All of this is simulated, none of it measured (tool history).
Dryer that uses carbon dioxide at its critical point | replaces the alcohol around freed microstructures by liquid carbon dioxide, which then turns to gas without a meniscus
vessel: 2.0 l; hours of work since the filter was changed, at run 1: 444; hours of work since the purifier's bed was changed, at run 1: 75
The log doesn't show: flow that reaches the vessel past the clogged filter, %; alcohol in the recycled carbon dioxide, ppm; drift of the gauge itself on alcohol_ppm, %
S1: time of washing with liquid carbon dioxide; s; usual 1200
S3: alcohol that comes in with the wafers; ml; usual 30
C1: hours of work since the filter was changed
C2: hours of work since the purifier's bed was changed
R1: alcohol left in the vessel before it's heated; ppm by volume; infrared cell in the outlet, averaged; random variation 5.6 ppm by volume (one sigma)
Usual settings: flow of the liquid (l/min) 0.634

{"run": 1, "hour": 0.0, "S1": 1200, "flow of the liquid (l/min)": 0.634, "S3": 30, "C1": 444, "C2": 75, "R1": 289}
{"run": 2, "hour": 9.7, "S1": 1200, "flow of the liquid (l/min)": 0.797, "S3": 30, "C1": 447, "C2": 79, "R1": 106}
{"run": 3, "hour": 14.8, "S1": 1200, "flow of the liquid (l/min)": 0.445, "S3": 30, "C1": 449, "C2": 80, "R1": 900}
{"run": 4, "hour": 20.1, "S1": 1200, "flow of the liquid (l/min)": 0.445, "S3": 30, "C1": 451, "C2": 82, "R1": 920}
{"run": 5, "hour": 28.6, "S1": 1200, "flow of the liquid (l/min)": 0.562, "S3": 30, "C1": 454, "C2": 85, "R1": 441}
{"run": 6, "hour": 35.4, "S1": 1200, "flow of the liquid (l/min)": 0.562, "S3": 30, "C1": 456, "C2": 87, "R1": 447}
{"run": 7, "hour": 44.5, "S1": 1680, "flow of the liquid (l/min)": 0.634, "S3": 30, "C1": 459, "C2": 91, "R1": 79}
{"run": 8, "hour": 51.6, "S1": 1680, "flow of the liquid (l/min)": 0.634, "S3": 30, "C1": 462, "C2": 93, "R1": 82}
{"run": 9, "hour": 60.0, "S1": 960, "flow of the liquid (l/min)": 0.634, "S3": 30, "C1": 465, "C2": 96, "R1": 620}
{"run": 10, "hour": 68.9, "S1": 1200, "flow of the liquid (l/min)": 0.63, "S3": 30, "C1": 468, "C2": 99, "R1": 297}
{"run": 11, "hour": 77.7, "S1": 1200, "flow of the liquid (l/min)": 0.851, "S3": 30, "C1": 471, "C2": 102, "R1": 81}
{"run": 12, "hour": 85.9, "S1": 1140, "flow of the liquid (l/min)": 0.415, "S3": 38, "C1": 473, "C2": 105, "R1": 1691}
{"run": 13, "hour": 91.1, "S1": 1140, "flow of the liquid (l/min)": 0.415, "S3": 38, "C1": 475, "C2": 106, "R1": 1616}
{"run": 14, "hour": 96.8, "S1": 1620, "flow of the liquid (l/min)": 0.727, "S3": 33, "C1": 477, "C2": 108, "R1": 67}
{"run": 15, "hour": 103.9, "S1": 1860, "flow of the liquid (l/min)": 0.583, "S3": 46, "C1": 480, "C2": 111, "R1": 109}

Forecast each of these 5 alternatives for the next run:
{"run": "A", "hour": 114.0, "S1": 1380, "flow of the liquid (l/min)": 0.634, "S3": 30, "C1": 483, "C2": 114, "R1": "?"}
{"run": "B", "hour": 114.0, "S1": 1200, "flow of the liquid (l/min)": 0.603, "S3": 30, "C1": 483, "C2": 114, "R1": "?"}
{"run": "C", "hour": 114.0, "S1": 1020, "flow of the liquid (l/min)": 0.798, "S3": 30, "C1": 483, "C2": 114, "R1": "?"}
{"run": "D", "hour": 114.0, "S1": 1200, "flow of the liquid (l/min)": 0.634, "S3": 27, "C1": 483, "C2": 114, "R1": "?"}
{"run": "E", "hour": 114.0, "S1": 780, "flow of the liquid (l/min)": 0.634, "S3": 26, "C1": 483, "C2": 114, "R1": "?"}

run=A R1=178
run=B R1=368
run=C R1=240
run=D R1=269
run=E R1=977
Without the tool's hidden state the same runs would have given:
run=A R1=81
run=B R1=211
run=C R1=127
run=D R1=143
run=E R1=678

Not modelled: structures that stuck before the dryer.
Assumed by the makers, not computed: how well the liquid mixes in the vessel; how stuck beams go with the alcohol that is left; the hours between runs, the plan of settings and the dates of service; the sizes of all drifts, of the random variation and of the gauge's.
